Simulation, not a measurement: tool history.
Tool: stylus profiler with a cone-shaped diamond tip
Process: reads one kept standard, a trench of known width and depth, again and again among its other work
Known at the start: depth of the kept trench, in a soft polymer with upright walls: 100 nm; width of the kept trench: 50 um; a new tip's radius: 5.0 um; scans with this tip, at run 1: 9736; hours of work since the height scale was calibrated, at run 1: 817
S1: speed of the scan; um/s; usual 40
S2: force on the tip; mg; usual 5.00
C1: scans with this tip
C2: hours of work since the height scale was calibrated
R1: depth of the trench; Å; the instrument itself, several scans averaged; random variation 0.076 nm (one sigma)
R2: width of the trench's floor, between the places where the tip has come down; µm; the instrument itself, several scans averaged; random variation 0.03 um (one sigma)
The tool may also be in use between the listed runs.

run,hour,S1,S2,C1,C2,R1,R2
1,0.0,40,5.00,9736,817,1013.9,47.36
2,31.3,40,5.00,9966,836,1013.7,47.37
3,50.4,40,5.00,10107,848,1014.7,47.29
4,76.6,10,5.00,10299,864,1014.3,47.47
5,97.4,43,5.00,10452,877,1014.0,47.34
6,118.3,114,5.00,10606,890,1013.2,46.99
7,135.6,114,5.00,10733,901,1014.7,46.98
8,154.0,15,5.00,10868,912,1014.7,47.38
9,175.1,15,5.00,11024,925,1013.4,47.41
10,194.2,40,7.13,11164,937,1017.3,47.33
11,218.0,39,7.13,11339,951,1016.8,47.34
12,249.4,39,7.13,11570,971,1015.9,47.33
13,286.6,39,7.13,11843,994,1017.5,47.30
14,307.6,39,7.13,11997,1007,1017.7,47.32
15,326.1,40,5.00,12133,1018,1014.4,47.28
16,343.4,40,5.00,12261,1029,1014.9,47.22
17,359.8,40,14.28,12381,1039,1024.9,47.27
18,380.8,40,14.28,12536,1052,1026.3,47.29
19,415.6,40,14.28,12791,1073,1026.5,47.32
20,452.5,40,14.28,13063,1096,1026.1,47.27
21,485.6,40,14.28,13306,1117,1027.0,47.25
22,512.6,40,14.28,13505,1133,1025.9,47.29
23,544.5,40,14.28,13739,1153,1025.1,47.28
24,577.8,19,3.09,13984,1173,1011.5,47.19
25,611.3,69,3.09,14230,1194,1010.9,46.94
26,628.3,61,12.26,14355,1205,1024.6,47.13
27,661.4,61,12.26,14598,1225,1024.1,47.12
28,694.5,106,7.72,14841,1245,1018.1,46.94
29,713.9,12,6.45,14984,1257,1015.3,47.32
30,747.8,12,6.45,15234,1278,1017.4,47.26
# hour 750.1: height scale calibrated on a step standard
31,780.9,22,14.52,15473,19,1028.4,47.28
32,807.2,85,5.79,15666,35,1018.4,46.91
33,830.8,85,5.79,15840,50,1017.9,46.86
34,852.0,76,4.07,15995,63,1015.1,46.88
35,873.8,76,4.07,16156,76,1015.3,46.90
36,902.7,76,4.07,16369,94,1014.3,46.85
# hour 913.5: height scale calibrated on a step standard, once more
37,941.2,82,2.46,16648,17,1007.6,46.67
38,974.1,82,2.46,16890,37,1008.9,46.68
39,1012.0,53,13.21,17168,61,1023.8,47.06
40,1041.9,63,8.43,17388,79,1016.0,47.00
41,1065.2,15,7.85,17559,94,1015.8,47.16
42,1084.7,85,7.85,17703,106,1017.1,46.83
43,1122.5,85,7.85,17980,129,1017.9,46.86
44,1157.6,85,7.85,18239,151,1016.0,46.91
45,1189.1,85,7.85,18470,170,1015.5,46.82
46,1204.6,14,4.15,18584,180,1010.9,47.10

3 ways to go on from here, each from the tool as it stands after run 46. What would each give?
A,1238.4,15,9.87,18832,200,?,?
B,1238.4,42,4.54,18832,200,?,?
C,1238.4,40,2.65,18832,200,?,?

run,R1,R2
A,1019.3,47.10
B,1012.4,46.95
C,1007.3,46.86
Without the tool's hidden state the same runs would have given:
run,R1,R2
A,1018.7,47.96
B,1011.8,47.81
C,1006.6,47.72
